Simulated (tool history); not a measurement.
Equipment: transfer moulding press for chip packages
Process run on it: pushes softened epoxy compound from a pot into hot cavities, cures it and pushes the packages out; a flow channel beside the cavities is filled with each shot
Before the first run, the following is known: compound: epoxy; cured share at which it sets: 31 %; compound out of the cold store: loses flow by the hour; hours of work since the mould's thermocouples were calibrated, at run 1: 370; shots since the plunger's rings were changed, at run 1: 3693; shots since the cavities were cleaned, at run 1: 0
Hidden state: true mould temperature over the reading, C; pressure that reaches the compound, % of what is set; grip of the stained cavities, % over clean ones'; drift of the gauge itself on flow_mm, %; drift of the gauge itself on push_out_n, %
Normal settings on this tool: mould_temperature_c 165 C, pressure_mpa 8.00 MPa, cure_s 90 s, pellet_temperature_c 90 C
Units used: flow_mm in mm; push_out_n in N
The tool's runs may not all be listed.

| run | day | mould_temperature_c | pressure_mpa | cure_s | pellet_temperature_c | hours of work since the mould's thermocouples were calibrated | shots since the plunger's rings were changed | shots since the cavities were cleaned | incoming compound's hours out of the cold store | flow_mm | push_out_n |
|---|---|---|---|---|---|---|---|---|---|---|---|
| 1 | 0.000 | 165 | 8.00 | 90 | 90 | 370 | 3693 | 0 | 14.1 | 731 | 582 |
| 2 | 0.496 | 165 | 8.00 | 90 | 90 | 379 | 3848 | 155 | 9.3 | 742 | 716 |
|  | 1.071 | plunger's sealing rings changed |
| 3 | 1.088 | 165 | 8.00 | 90 | 90 | 387 | 5 | 305 | 39.5 | 675 | 722 |
| 4 | 1.346 | 165 | 8.00 | 90 | 90 | 392 | 86 | 386 | 33.0 | 692 | 790 |
| 5 | 1.792 | 171 | 8.00 | 90 | 90 | 400 | 225 | 525 | 22.6 | 712 | 706 |
| 6 | 2.142 | 165 | 8.00 | 90 | 90 | 406 | 334 | 634 | 47.6 | 650 | 871 |
| 7 | 2.396 | 165 | 8.00 | 90 | 90 | 410 | 413 | 713 | 47.3 | 650 | 890 |
| 8 | 2.708 | 165 | 8.00 | 90 | 90 | 416 | 510 | 810 | 31.8 | 696 | 968 |
|  | 2.875 | cavities cleaned with cleaning compound and waxed |
| 9 | 3.212 | 165 | 8.00 | 90 | 90 | 423 | 648 | 106 | 8.6 | 770 | 679 |
| 10 | 3.475 | 165 | 8.00 | 90 | 95 | 428 | 730 | 188 | 15.6 | 745 | 694 |
| 11 | 4.004 | 165 | 8.00 | 90 | 90 | 437 | 894 | 352 | 26.8 | 707 | 780 |
| 12 | 4.567 | 165 | 7.42 | 90 | 90 | 447 | 1069 | 527 | 18.5 | 703 | 889 |
| 13 | 4.829 | 165 | 7.42 | 90 | 90 | 451 | 1151 | 609 | 47.4 | 622 | 870 |
| 14 | 5.254 | 165 | 8.27 | 107 | 90 | 459 | 1283 | 741 | 26.9 | 718 | 780 |
| 15 | 5.533 | 165 | 8.27 | 71 | 90 | 464 | 1369 | 827 | 24.3 | 729 | 1717 |
|  | 5.638 | cavities cleaned with cleaning compound and waxed |
| 16 | 5.838 | 165 | 9.06 | 90 | 97 | 468 | 1445 | 62 | 36.7 | 722 | 574 |
| 17 | 6.200 | 165 | 9.06 | 90 | 97 | 474 | 1558 | 175 | 24.1 | 761 | 693 |
| 18 | 6.554 | 165 | 9.06 | 90 | 97 | 480 | 1668 | 285 | 29.0 | 737 | 730 |
| 19 | 7.062 | 165 | 9.06 | 90 | 97 | 489 | 1826 | 443 | 17.3 | 779 | 845 |
| 20 | 7.471 | 168 | 9.06 | 89 | 97 | 496 | 1953 | 570 | 14.8 | 777 | 806 |
| 21 | 7.796 | 159 | 6.82 | 78 | 83 | 502 | 2054 | 671 | 35.7 | 639 | 1926 |

A few steps of flow_mm between consecutive runs. Split each: what settings, incoming material and random variation would produce without the hidden state, and what is left over for the hidden state, along with gauge scatter present in only one of the two compared results (measured, and without hidden state):
Run 1 -> 2: nothing adjusted, nothing logged. flow_mm +11 mm: hidden state -3, all else +14.
Run 2 -> 3: plunger's sealing rings changed. flow_mm -67 mm: hidden state +27, all else -94.
Run 13 -> 14: pressure_mpa 7.42 -> 8.27, cure_s 90 -> 107. flow_mm +96 mm: hidden state -2, all else +98.
Run 20 -> 21: mould_temperature_c 168 -> 159, pressure_mpa 9.06 -> 6.82, cure_s 89 -> 78, pellet_temperature_c 97 -> 83. flow_mm -138 mm: hidden state +2, all else -140.
